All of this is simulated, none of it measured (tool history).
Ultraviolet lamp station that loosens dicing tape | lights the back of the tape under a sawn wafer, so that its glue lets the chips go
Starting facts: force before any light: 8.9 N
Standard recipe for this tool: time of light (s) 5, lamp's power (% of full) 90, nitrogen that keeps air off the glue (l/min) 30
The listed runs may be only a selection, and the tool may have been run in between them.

| run | hour | time of light (s) | lamp's power (% of full) | nitrogen that keeps air off the glue (l/min) | force that peels the tape off (N) | light that reached the tape (J/m2) |
|---|---|---|---|---|---|---|
| 1 | 0.0 | 5 | 90 | 30 | 0.262 | 4120 |
|  | 24.9 | window cleaned of glue's vapour |
| 2 | 47.3 | 9 | 90 | 30 | 0.210 | 7480 |
| 3 | 80.1 | 9 | 90 | 30 | 0.193 | 7450 |
| 4 | 128.3 | 4 | 90 | 30 | 0.359 | 3270 |
| 5 | 177.2 | 4 | 90 | 30 | 0.375 | 3280 |
| 6 | 230.8 | 4 | 90 | 30 | 0.349 | 3270 |
| 7 | 268.6 | 5 | 90 | 30 | 0.262 | 4120 |
| 8 | 313.6 | 5 | 90 | 30 | 0.257 | 4120 |
| 9 | 352.0 | 5 | 90 | 30 | 0.262 | 4080 |
| 10 | 408.1 | 5 | 90 | 30 | 0.268 | 4120 |
| 11 | 447.5 | 5 | 90 | 30 | 0.251 | 4060 |
| 12 | 501.6 | 4 | 87 | 28 | 0.406 | 3190 |
| 13 | 546.3 | 4 | 87 | 28 | 0.405 | 3170 |
| 14 | 598.4 | 4 | 87 | 28 | 0.384 | 3180 |
| 15 | 649.0 | 4 | 87 | 28 | 0.413 | 3180 |
| 16 | 677.7 | 4 | 87 | 28 | 0.400 | 3170 |
| 17 | 713.5 | 9 | 80 | 16 | 0.228 | 6670 |
|  | 767.4 | lamp changed |
| 18 | 769.7 | 9 | 80 | 16 | 0.235 | 6530 |
| 19 | 795.0 | 6 | 64 | 30 | 0.322 | 3510 |

Branching from run 19: 4 alternative next runs. What would each branch give?
| A | 832.4 | 4 | 95 | 30 | ? | ? |
| B | 832.4 | 4 | 74 | 37 | ? | ? |
| C | 832.4 | 5 | 67 | 30 | ? | ? |
| D | 832.4 | 4 | 61 | 17 | ? | ? |

| run | force that peels the tape off (N) | light that reached the tape (J/m2) |
|---|---|---|
| A | 0.318 | 3500 |
| B | 0.442 | 2730 |
| C | 0.403 | 3030 |
| D | 1.181 | 2240 |
The same runs, with their run-to-run variation unchanged, on a tool lacking any hidden condition would have given:
| run | force that peels the tape off (N) | light that reached the tape (J/m2) |
|---|---|---|
| A | 0.317 | 3500 |
| B | 0.442 | 2740 |
| C | 0.402 | 3030 |
| D | 1.180 | 2240 |
